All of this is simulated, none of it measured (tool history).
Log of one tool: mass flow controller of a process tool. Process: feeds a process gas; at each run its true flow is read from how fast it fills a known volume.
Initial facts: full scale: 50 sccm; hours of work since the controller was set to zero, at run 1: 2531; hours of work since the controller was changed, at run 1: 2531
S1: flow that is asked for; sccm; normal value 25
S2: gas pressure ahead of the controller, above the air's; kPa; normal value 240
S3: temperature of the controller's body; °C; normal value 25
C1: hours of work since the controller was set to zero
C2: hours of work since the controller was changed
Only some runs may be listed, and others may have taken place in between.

Run 1, hour 0: usual settings; C1 2531; C2 2531. Result: true flow (%) 99.28.
Run 2, hour 131.6: usual settings; C1 2586; C2 2586. Result: true flow (%) 99.36.
Run 3, hour 251.4: usual settings; C1 2635; C2 2635. Result: true flow (%) 99.33.
Run 4, hour 408.8: usual settings but S2 169 kPa; C1 2700; C2 2700. Result: true flow (%) 98.95.
Run 5, hour 528.4: usual settings but S1 10 sccm, S2 169 kPa; C1 2749; C2 2749. Result: true flow (%) 98.65.
Run 6, hour 756.4: usual settings but S1 10 sccm, S2 169 kPa; C1 2843; C2 2843. Result: true flow (%) 98.74.
Run 7, hour 908.3: usual settings but S1 10 sccm, S2 269 kPa; C1 2906; C2 2906. Result: true flow (%) 99.48.
Run 8, hour 1086.5: usual settings but S1 10 sccm, S2 269 kPa; C1 2979; C2 2979. Result: true flow (%) 99.8.
Run 9, hour 1257.3: usual settings but S1 10 sccm, S2 269 kPa; C1 3050; C2 3050. Result: true flow (%) 100.01.
Run 10, hour 1407.9: usual settings but S1 10 sccm, S2 269 kPa; C1 3112; C2 3112. Result: true flow (%) 100.1.
Run 11, hour 1563.3: usual settings but S1 9 sccm; C1 3176; C2 3176. Result: true flow (%) 99.98.
Run 12, hour 1663.4: usual settings but S1 9 sccm; C1 3217; C2 3217. Result: true flow (%) 99.93.
Run 13, hour 1764.3: usual settings; C1 3259; C2 3259. Result: true flow (%) 100.67.
Run 14, hour 1944.3: usual settings; C1 3333; C2 3333. Result: true flow (%) 100.7.
Run 15, hour 2133.9: usual settings; C1 3411; C2 3411. Result: true flow (%) 101.1.
Run 16, hour 2238.1: usual settings but S2 171 kPa, S3 21 °C; C1 3454; C2 3454. Result: true flow (%) 100.99.
Run 17, hour 2438.8: usual settings but S2 171 kPa, S3 21 °C; C1 3537; C2 3537. Result: true flow (%) 101.33.
At hour 2517: gauge calibrated.
Run 18, hour 2614.5: usual settings but S2 245 kPa; C1 3609; C2 3609. Result: true flow (%) 99.39.
Run 19, hour 2776.3: usual settings but S2 248 kPa, S3 37 °C; C1 3676; C2 3676. Result: true flow (%) 98.11.
Run 20, hour 2955: usual settings but S2 248 kPa, S3 37 °C; C1 3750; C2 3750. Result: true flow (%) 98.27.
Run 21, hour 3184.7: usual settings but S1 12 sccm, S3 24 °C; C1 3844; C2 3844. Result: true flow (%) 99.4.
Run 22, hour 3316.3: usual settings but S1 12 sccm, S3 24 °C; C1 3899; C2 3899. Result: true flow (%) 99.58.
Run 23, hour 3492.8: usual settings but S1 6 sccm, S3 23 °C; C1 3972; C2 3972. Result: true flow (%) 99.51.
Run 24, hour 3641.2: usual settings but S1 11 sccm, S2 199 kPa, S3 20 °C; C1 4033; C2 4033. Result: true flow (%) 100.
Run 25, hour 3774.3: usual settings but S2 238 kPa, S3 20 °C; C1 4088; C2 4088. Result: true flow (%) 100.95.
Run 26, hour 3912.1: usual settings but S2 238 kPa, S3 20 °C; C1 4144; C2 4144. Result: true flow (%) 101.
Run 27, hour 4014.9: usual settings but S2 238 kPa, S3 20 °C; C1 4187; C2 4187. Result: true flow (%) 101.08.
Run 28, hour 4219.8: usual settings but S1 15 sccm, S2 200 kPa, S3 40 °C; C1 4271; C2 4271. Result: true flow (%) 98.19.
Run 29, hour 4341.9: usual settings but S1 42 sccm, S2 269 kPa; C1 4322; C2 4322. Result: true flow (%) 101.58.
Run 30, hour 4441: usual settings but S1 13 sccm, S2 167 kPa; C1 4362; C2 4362. Result: true flow (%) 99.73.

The logged runs with the hidden state left out (each run's random variation unchanged):
What the log doesn't record here: flow at rest that the sensor doesn't see, % of full scale; true flow over the shown one, %; drift of the gauge itself on true_pct, %.
run  true flow (%)
  1          99.28
  2          99.25
  3          99.12
  4          98.62
  5          98.22
  6          98.13
  7          98.73
  8          98.91
  9          98.98
 10          98.95
 11           98.7
 12          98.57
 13          99.23
 14          99.12
 15          99.36
 16          99.16
 17          99.34
 18           99.3
 19           97.9
 20          97.91
 21          98.85
 22          98.92
 23           98.7
 24          99.07
 25          99.92
 26          99.85
 27          99.85
 28          96.82
 29         100.08
 30          98.17

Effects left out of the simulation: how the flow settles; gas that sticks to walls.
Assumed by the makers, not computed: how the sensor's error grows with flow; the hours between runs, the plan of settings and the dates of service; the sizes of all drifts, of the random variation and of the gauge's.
